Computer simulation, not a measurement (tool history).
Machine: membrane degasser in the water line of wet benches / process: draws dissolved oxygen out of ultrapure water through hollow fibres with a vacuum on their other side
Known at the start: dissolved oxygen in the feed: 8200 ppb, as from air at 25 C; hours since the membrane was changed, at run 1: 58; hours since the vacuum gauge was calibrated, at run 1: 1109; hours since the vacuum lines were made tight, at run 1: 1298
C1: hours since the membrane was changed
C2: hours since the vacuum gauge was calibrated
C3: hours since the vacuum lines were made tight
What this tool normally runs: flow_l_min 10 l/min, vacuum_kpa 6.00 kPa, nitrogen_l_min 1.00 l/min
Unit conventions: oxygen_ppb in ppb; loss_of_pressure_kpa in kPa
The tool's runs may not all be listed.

Run 1, hour 0.0: usual settings; C1 58; C2 1109; C3 1298. Result: oxygen_ppb 284.8 ppb, loss_of_pressure_kpa 65.70 kPa.
Run 2, hour 40.8: usual settings; C1 99; C2 1150; C3 1339. Result: oxygen_ppb 292.3 ppb, loss_of_pressure_kpa 65.60 kPa.
Run 3, hour 83.0: usual settings; C1 141; C2 1192; C3 1381. Result: oxygen_ppb 283.5 ppb, loss_of_pressure_kpa 65.48 kPa.
Run 4, hour 137.2: usual settings but nitrogen_l_min 0.58 l/min; C1 195; C2 1247; C3 1435. Result: oxygen_ppb 327.6 ppb, loss_of_pressure_kpa 65.71 kPa.
Run 5, hour 195.2: usual settings but flow_l_min 11 l/min; C1 253; C2 1305; C3 1493. Result: oxygen_ppb 327.9 ppb, loss_of_pressure_kpa 72.51 kPa.
Run 6, hour 240.1: usual settings; C1 298; C2 1349; C3 1538. Result: oxygen_ppb 288.3 ppb, loss_of_pressure_kpa 65.98 kPa.
Run 7, hour 311.0: usual settings but vacuum_kpa 4.16 kPa, nitrogen_l_min 1.24 l/min; C1 369; C2 1420; C3 1609. Result: oxygen_ppb 243.2 ppb, loss_of_pressure_kpa 65.67 kPa.
Run 8, hour 369.1: usual settings but flow_l_min 11 l/min, vacuum_kpa 5.99 kPa, nitrogen_l_min 1.41 l/min; C1 427; C2 1478; C3 1667. Result: oxygen_ppb 296.4 ppb, loss_of_pressure_kpa 72.52 kPa.
Run 9, hour 445.0: usual settings but vacuum_kpa 5.88 kPa, nitrogen_l_min 0.56 l/min; C1 503; C2 1554; C3 1743. Result: oxygen_ppb 333.2 ppb, loss_of_pressure_kpa 65.94 kPa.
Run 10, hour 500.6: usual settings but flow_l_min 6 l/min, vacuum_kpa 5.88 kPa, nitrogen_l_min 1.60 l/min; C1 558; C2 1610; C3 1799. Result: oxygen_ppb 142.9 ppb, loss_of_pressure_kpa 39.52 kPa.
Run 11, hour 561.1: usual settings but flow_l_min 6 l/min, vacuum_kpa 11.68 kPa, nitrogen_l_min 1.60 l/min; C1 619; C2 1670; C3 1859. Result: oxygen_ppb 199.3 ppb, loss_of_pressure_kpa 39.73 kPa.
Run 12, hour 605.2: usual settings but flow_l_min 6 l/min; C1 663; C2 1714; C3 1903. Result: oxygen_ppb 160.2 ppb, loss_of_pressure_kpa 39.77 kPa.

Alternative continuations, all from the tool just after run 12; predict every row:
Run A, hour 660.2: usual settings but flow_l_min 6 l/min, vacuum_kpa 9.16 kPa, nitrogen_l_min 1.23 l/min; C1 718; C2 1770; C3 1958. Result: oxygen_ppb ?, loss_of_pressure_kpa ?.
Run B, hour 660.2: usual settings but flow_l_min 13 l/min, nitrogen_l_min 0.74 l/min; C1 718; C2 1770; C3 1958. Result: oxygen_ppb ?, loss_of_pressure_kpa ?.
Run C, hour 660.2: usual settings but nitrogen_l_min 0.60 l/min; C1 718; C2 1770; C3 1958. Result: oxygen_ppb ?, loss_of_pressure_kpa ?.
Run D, hour 660.2: usual settings but vacuum_kpa 4.05 kPa, nitrogen_l_min 0.54 l/min; C1 718; C2 1770; C3 1958. Result: oxygen_ppb ?, loss_of_pressure_kpa ?.

run  oxygen_ppb  loss_of_pressure_kpa
  A       191.2                 39.40
  B       412.4                 85.76
  C       327.7                 66.06
  D       264.1                 65.86
Stripped of hidden state, with their random variation kept, the same runs would have yielded:
run  oxygen_ppb  loss_of_pressure_kpa
  A       186.5                 39.23
  B       404.6                 85.39
  C       320.6                 65.78
  D       257.3                 65.58

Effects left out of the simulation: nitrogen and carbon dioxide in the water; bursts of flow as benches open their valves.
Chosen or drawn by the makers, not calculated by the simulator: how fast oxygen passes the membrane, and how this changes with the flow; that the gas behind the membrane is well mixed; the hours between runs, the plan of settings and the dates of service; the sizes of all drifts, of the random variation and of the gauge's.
